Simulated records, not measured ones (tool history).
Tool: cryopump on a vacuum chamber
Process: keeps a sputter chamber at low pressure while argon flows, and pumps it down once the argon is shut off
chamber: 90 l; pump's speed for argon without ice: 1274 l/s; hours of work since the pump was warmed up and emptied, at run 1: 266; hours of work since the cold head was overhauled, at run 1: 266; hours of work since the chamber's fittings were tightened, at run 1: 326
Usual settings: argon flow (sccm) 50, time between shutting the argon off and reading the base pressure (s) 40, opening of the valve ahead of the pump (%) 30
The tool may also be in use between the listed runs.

run	hour	argon flow (sccm)	time between shutting the argon off and reading the base pressure (s)	opening of the valve ahead of the pump (%)	hours of work since the pump was warmed up and emptied	hours of work since the cold head was overhauled	hours of work since the chamber's fittings were tightened	pressure while argon flows (Pa)	pressure after the wait (uPa)
1	0	50	40	30	266	266	326	0.2303	2.71
2	17.2	34	40	30	273	273	333	0.1562	2.79
3	30.7	34	40	30	279	279	339	0.157	2.71
4	41.2	34	40	30	283	283	343	0.1567	2.69
5	60.9	34	40	30	292	292	352	0.1577	2.67
6	77.1	34	40	29	299	299	359	0.1621	2.8
7	97.7	34	40	29	308	308	367	0.1614	2.78
8	114.2	34	40	29	315	315	374	0.1625	2.71
9	125.6	34	40	29	319	319	379	0.1629	2.74
10	141.1	34	40	29	326	326	386	0.1627	2.69
11	157.6	34	40	29	333	333	393	0.1629	2.73
12	167.6	50	240	30	337	337	397	0.2325	0.86
13	185.3	31	40	30	345	345	405	0.1453	2.78
14	206.4	39	90	36	354	354	414	0.155	1.53
15	221.2	66	90	26	360	360	420	0.3544	1.58
16	232.8	66	90	26	365	365	425	0.3552	1.54
17	249.1	23	90	18	372	372	432	0.1751	1.5
18	265.2	67	42	18	379	379	439	0.5133	2.69
19	281	56	42	32	386	386	446	0.247	2.73
20	289.8	56	42	40	390	390	450	0.2029	2.74
21	302.3	56	42	40	395	395	455	0.2012	2.74
22	312.5	56	42	40	399	399	459	0.2031	2.71
23	327.7	40	212	36	406	406	466	0.1596	1.02
24	344.6	40	212	36	413	413	473	0.1596	1
25	357.1	50	210	19	418	418	478	0.3628	1.01

3 ways to go on from here, each from the tool as it stands after run 25. What would each give?
A	366.9	51	31	42	423	423	482	?	?
B	366.9	50	49	26	423	423	482	?	?
C	366.9	27	25	19	423	423	482	?	?

run	pressure while argon flows (Pa)	pressure after the wait (uPa)
A	0.1766	3.38
B	0.2706	2.47
C	0.1986	4.16
Without the tool's hidden state the same runs would have given:
run	pressure while argon flows (Pa)	pressure after the wait (uPa)
A	0.1605	3.03
B	0.2548	2.11
C	0.1901	3.81
